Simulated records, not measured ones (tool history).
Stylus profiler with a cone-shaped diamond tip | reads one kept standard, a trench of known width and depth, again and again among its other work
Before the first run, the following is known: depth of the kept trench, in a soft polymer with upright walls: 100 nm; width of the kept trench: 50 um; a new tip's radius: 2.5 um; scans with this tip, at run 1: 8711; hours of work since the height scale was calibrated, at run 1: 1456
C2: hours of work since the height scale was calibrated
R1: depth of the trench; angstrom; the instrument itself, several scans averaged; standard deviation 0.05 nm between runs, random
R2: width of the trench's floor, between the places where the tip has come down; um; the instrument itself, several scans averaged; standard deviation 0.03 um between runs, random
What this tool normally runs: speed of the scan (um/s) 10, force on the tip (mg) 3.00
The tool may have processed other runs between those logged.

run 1 hour=0.0 | speed_of_the_scan_(um/s)=10 force_on_the_tip_(mg)=3.00 | scans_with_this_tip=8711 C2=1456 | R1=1011.3 R2=48.32
run 2 hour=138.2 | speed_of_the_scan_(um/s)=10 force_on_the_tip_(mg)=3.00 | scans_with_this_tip=9134 C2=1527 | R1=1013.2 R2=48.26
run 3 hour=241.0 | speed_of_the_scan_(um/s)=2 force_on_the_tip_(mg)=3.00 | scans_with_this_tip=9449 C2=1579 | R1=1012.7 R2=48.40
run 4 hour=347.3 | speed_of_the_scan_(um/s)=9 force_on_the_tip_(mg)=3.00 | scans_with_this_tip=9775 C2=1634 | R1=1011.2 R2=48.30
run 5 hour=452.9 | speed_of_the_scan_(um/s)=9 force_on_the_tip_(mg)=3.00 | scans_with_this_tip=10098 C2=1688 | R1=1011.9 R2=48.28
run 6 hour=551.8 | speed_of_the_scan_(um/s)=9 force_on_the_tip_(mg)=3.00 | scans_with_this_tip=10401 C2=1738 | R1=1011.3 R2=48.30
run 7 hour=686.1 | speed_of_the_scan_(um/s)=10 force_on_the_tip_(mg)=3.00 | scans_with_this_tip=10813 C2=1807 | R1=1012.0 R2=48.25
run 8 hour=748.5 | speed_of_the_scan_(um/s)=10 force_on_the_tip_(mg)=3.00 | scans_with_this_tip=11004 C2=1839 | R1=1012.1 R2=48.24
-- hour=759.9 height scale calibrated on a step standard
run 9 hour=854.9 | speed_of_the_scan_(um/s)=34 force_on_the_tip_(mg)=3.00 | scans_with_this_tip=11329 C2=49 | R1=1014.8 R2=48.19
run 10 hour=991.6 | speed_of_the_scan_(um/s)=34 force_on_the_tip_(mg)=3.00 | scans_with_this_tip=11748 C2=119 | R1=1014.4 R2=48.20
run 11 hour=1077.7 | speed_of_the_scan_(um/s)=10 force_on_the_tip_(mg)=3.00 | scans_with_this_tip=12012 C2=163 | R1=1014.9 R2=48.26
run 12 hour=1156.6 | speed_of_the_scan_(um/s)=10 force_on_the_tip_(mg)=1.05 | scans_with_this_tip=12253 C2=203 | R1=1007.3 R2=48.18
run 13 hour=1236.0 | speed_of_the_scan_(um/s)=10 force_on_the_tip_(mg)=3.81 | scans_with_this_tip=12497 C2=244 | R1=1017.4 R2=48.23
run 14 hour=1312.6 | speed_of_the_scan_(um/s)=10 force_on_the_tip_(mg)=3.81 | scans_with_this_tip=12731 C2=283 | R1=1017.2 R2=48.26
run 15 hour=1428.0 | speed_of_the_scan_(um/s)=10 force_on_the_tip_(mg)=3.81 | scans_with_this_tip=13085 C2=342 | R1=1016.9 R2=48.24
run 16 hour=1534.2 | speed_of_the_scan_(um/s)=10 force_on_the_tip_(mg)=7.27 | scans_with_this_tip=13410 C2=397 | R1=1027.0 R2=48.19
run 17 hour=1613.2 | speed_of_the_scan_(um/s)=10 force_on_the_tip_(mg)=7.27 | scans_with_this_tip=13652 C2=437 | R1=1026.7 R2=48.19
run 18 hour=1681.6 | speed_of_the_scan_(um/s)=34 force_on_the_tip_(mg)=1.83 | scans_with_this_tip=13862 C2=472 | R1=1010.7 R2=48.14
run 19 hour=1757.6 | speed_of_the_scan_(um/s)=34 force_on_the_tip_(mg)=1.83 | scans_with_this_tip=14095 C2=511 | R1=1009.8 R2=48.11
run 20 hour=1888.4 | speed_of_the_scan_(um/s)=2 force_on_the_tip_(mg)=5.05 | scans_with_this_tip=14496 C2=578 | R1=1020.6 R2=48.20
run 21 hour=1989.3 | speed_of_the_scan_(um/s)=2 force_on_the_tip_(mg)=5.05 | scans_with_this_tip=14805 C2=630 | R1=1020.6 R2=48.23
run 22 hour=2087.4 | speed_of_the_scan_(um/s)=8 force_on_the_tip_(mg)=2.44 | scans_with_this_tip=15106 C2=680 | R1=1011.8 R2=48.15
run 23 hour=2148.6 | speed_of_the_scan_(um/s)=8 force_on_the_tip_(mg)=3.75 | scans_with_this_tip=15293 C2=711 | R1=1016.4 R2=48.13
run 24 hour=2223.9 | speed_of_the_scan_(um/s)=10 force_on_the_tip_(mg)=1.26 | scans_with_this_tip=15524 C2=750 | R1=1006.4 R2=48.13
run 25 hour=2334.7 | speed_of_the_scan_(um/s)=10 force_on_the_tip_(mg)=1.26 | scans_with_this_tip=15864 C2=807 | R1=1006.3 R2=48.14
run 26 hour=2471.1 | speed_of_the_scan_(um/s)=2 force_on_the_tip_(mg)=1.23 | scans_with_this_tip=16282 C2=876 | R1=1006.4 R2=48.16
run 27 hour=2592.5 | speed_of_the_scan_(um/s)=2 force_on_the_tip_(mg)=1.23 | scans_with_this_tip=16653 C2=939 | R1=1006.2 R2=48.13
run 28 hour=2699.3 | speed_of_the_scan_(um/s)=2 force_on_the_tip_(mg)=1.23 | scans_with_this_tip=16981 C2=993 | R1=1007.0 R2=48.16
run 29 hour=2794.6 | speed_of_the_scan_(um/s)=2 force_on_the_tip_(mg)=8.76 | scans_with_this_tip=17273 C2=1042 | R1=1029.5 R2=48.14
run 30 hour=2905.9 | speed_of_the_scan_(um/s)=5 force_on_the_tip_(mg)=7.15 | scans_with_this_tip=17614 C2=1099 | R1=1025.8 R2=48.14
run 31 hour=2992.4 | speed_of_the_scan_(um/s)=5 force_on_the_tip_(mg)=7.15 | scans_with_this_tip=17879 C2=1143 | R1=1025.8 R2=48.12
-- hour=3014.3 new tip fitted, height scale calibrated
run 32 hour=3128.4 | speed_of_the_scan_(um/s)=17 force_on_the_tip_(mg)=2.71 | scans_with_this_tip=350 C2=58 | R1=1014.1 R2=48.57
run 33 hour=3265.7 | speed_of_the_scan_(um/s)=7 force_on_the_tip_(mg)=3.00 | scans_with_this_tip=770 C2=129 | R1=1015.3 R2=48.55
run 34 hour=3405.7 | speed_of_the_scan_(um/s)=5 force_on_the_tip_(mg)=8.94 | scans_with_this_tip=1199 C2=200 | R1=1031.2 R2=48.61

Below are 3 alternative next runs, each starting from the tool's condition after run 34. Predict each:
run A hour=3463.6 | speed_of_the_scan_(um/s)=11 force_on_the_tip_(mg)=1.03 | scans_with_this_tip=1377 C2=230 | R1=? R2=?
run B hour=3463.6 | speed_of_the_scan_(um/s)=3 force_on_the_tip_(mg)=3.00 | scans_with_this_tip=1377 C2=230 | R1=? R2=?
run C hour=3463.6 | speed_of_the_scan_(um/s)=37 force_on_the_tip_(mg)=6.82 | scans_with_this_tip=1377 C2=230 | R1=? R2=?

run=A R1=1006.2 R2=48.48
run=B R1=1014.5 R2=48.56
run=C R1=1026.3 R2=48.53
Had the tool no hidden state, the same runs would have come out as:
run=A R1=1006.8 R2=48.52
run=B R1=1015.2 R2=48.59
run=C R1=1026.9 R2=48.56
